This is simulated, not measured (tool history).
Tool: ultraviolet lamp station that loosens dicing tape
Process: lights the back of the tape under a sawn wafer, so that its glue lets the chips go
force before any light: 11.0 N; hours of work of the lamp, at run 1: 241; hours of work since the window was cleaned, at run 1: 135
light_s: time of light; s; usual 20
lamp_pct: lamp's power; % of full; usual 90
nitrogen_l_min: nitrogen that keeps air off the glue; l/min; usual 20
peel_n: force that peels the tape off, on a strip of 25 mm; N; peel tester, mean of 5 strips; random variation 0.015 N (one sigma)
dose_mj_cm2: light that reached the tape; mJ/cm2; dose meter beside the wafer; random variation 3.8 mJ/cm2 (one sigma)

run	hour	light_s	lamp_pct	nitrogen_l_min	hours of work of the lamp	hours of work since the window was cleaned	peel_n	dose_mj_cm2
1	0.0	20	90	20	241	135	1.327	470
2	23.4	20	90	20	252	146	1.343	462
3	42.8	20	90	20	261	154	1.401	458
4	61.3	20	90	20	269	163	1.493	450
5	92.6	20	90	20	283	177	1.544	445
6	121.8	20	90	20	296	190	1.549	429
7	146.6	20	90	20	307	201	1.670	419
8	171.2	20	90	20	318	212	1.777	417
9	190.7	20	90	20	327	221	1.703	407
10	207.5	20	90	20	335	228	1.834	406
# hour 226.3: window cleaned of glue's vapour
11	234.7	20	90	20	347	4	1.320	476
12	266.4	20	90	20	361	18	1.369	467
13	284.5	20	90	20	369	26	1.420	461
14	308.8	20	90	20	380	37	1.430	453
15	335.5	20	90	20	392	49	1.522	444
16	366.0	31	90	7	406	63	1.075	664
17	386.4	31	90	7	415	72	1.147	659
18	405.0	11	76	7	423	80	5.348	194
19	422.0	18	90	20	431	88	2.057	369
20	447.3	39	60	8	442	99	1.628	519
21	476.9	26	84	38	455	113	1.033	480
22	499.1	26	84	38	465	122	1.056	470
23	524.8	11	99	32	477	134	3.658	229
24	550.2	11	99	32	488	145	3.567	230

Run 25 comes next. What will it give?
25	564.5	13	99	27	495	152	?	?

peel_n: 3.149 N
dose_mj_cm2: 260 mJ/cm2
Without the tool's hidden state the same run would have given peel_n 1.305 N, dose_mj_cm2 455 mJ/cm2.
